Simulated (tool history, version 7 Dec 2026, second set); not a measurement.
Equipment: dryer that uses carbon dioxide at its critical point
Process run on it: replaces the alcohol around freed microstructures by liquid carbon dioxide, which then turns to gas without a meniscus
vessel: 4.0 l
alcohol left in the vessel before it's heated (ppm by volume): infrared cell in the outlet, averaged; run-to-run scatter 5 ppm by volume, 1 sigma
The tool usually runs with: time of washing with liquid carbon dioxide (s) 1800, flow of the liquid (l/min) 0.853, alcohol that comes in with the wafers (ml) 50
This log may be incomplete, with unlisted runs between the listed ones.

| run | hour | time of washing with liquid carbon dioxide (s) | flow of the liquid (l/min) | alcohol that comes in with the wafers (ml) | alcohol left in the vessel before it's heated (ppm by volume) |
|---|---|---|---|---|---|
| 1 | 0 | 1800 | 0.853 | 50 | 114 |
| 2 | 4.6 | 1800 | 0.853 | 50 | 118 |
| 3 | 11.5 | 1800 | 0.853 | 52 | 125 |
| 4 | 19 | 1800 | 0.853 | 52 | 118 |
| 5 | 29.1 | 1800 | 0.853 | 75 | 169 |
| 6 | 37.9 | 2880 | 0.853 | 75 | 43 |
| 7 | 42.3 | 1800 | 0.853 | 50 | 123 |
| 8 | 49.1 | 2400 | 0.853 | 34 | 46 |
| 9 | 56.3 | 2100 | 0.538 | 45 | 351 |
| 10 | 66.7 | 2100 | 0.538 | 45 | 350 |
| 11 | 77 | 1440 | 0.853 | 50 | 276 |
| 12 | 85.5 | 2760 | 1.192 | 23 | 42 |
| 13 | 91.1 | 2100 | 0.919 | 25 | 53 |

3 ways to go on from here, each from the tool as it stands after run 13. What would each give?
| A | 99.5 | 2100 | 0.919 | 23 | ? |
| B | 99.5 | 1920 | 0.979 | 108 | ? |
| C | 99.5 | 2160 | 0.853 | 50 | ? |

| run | alcohol left in the vessel before it's heated (ppm by volume) |
|---|---|
| A | 53 |
| B | 113 |
| C | 72 |
Stripped of hidden state, with their random variation kept, the same runs would have yielded:
| run | alcohol left in the vessel before it's heated (ppm by volume) |
|---|---|
| A | 8 |
| B | 32 |
| C | 13 |

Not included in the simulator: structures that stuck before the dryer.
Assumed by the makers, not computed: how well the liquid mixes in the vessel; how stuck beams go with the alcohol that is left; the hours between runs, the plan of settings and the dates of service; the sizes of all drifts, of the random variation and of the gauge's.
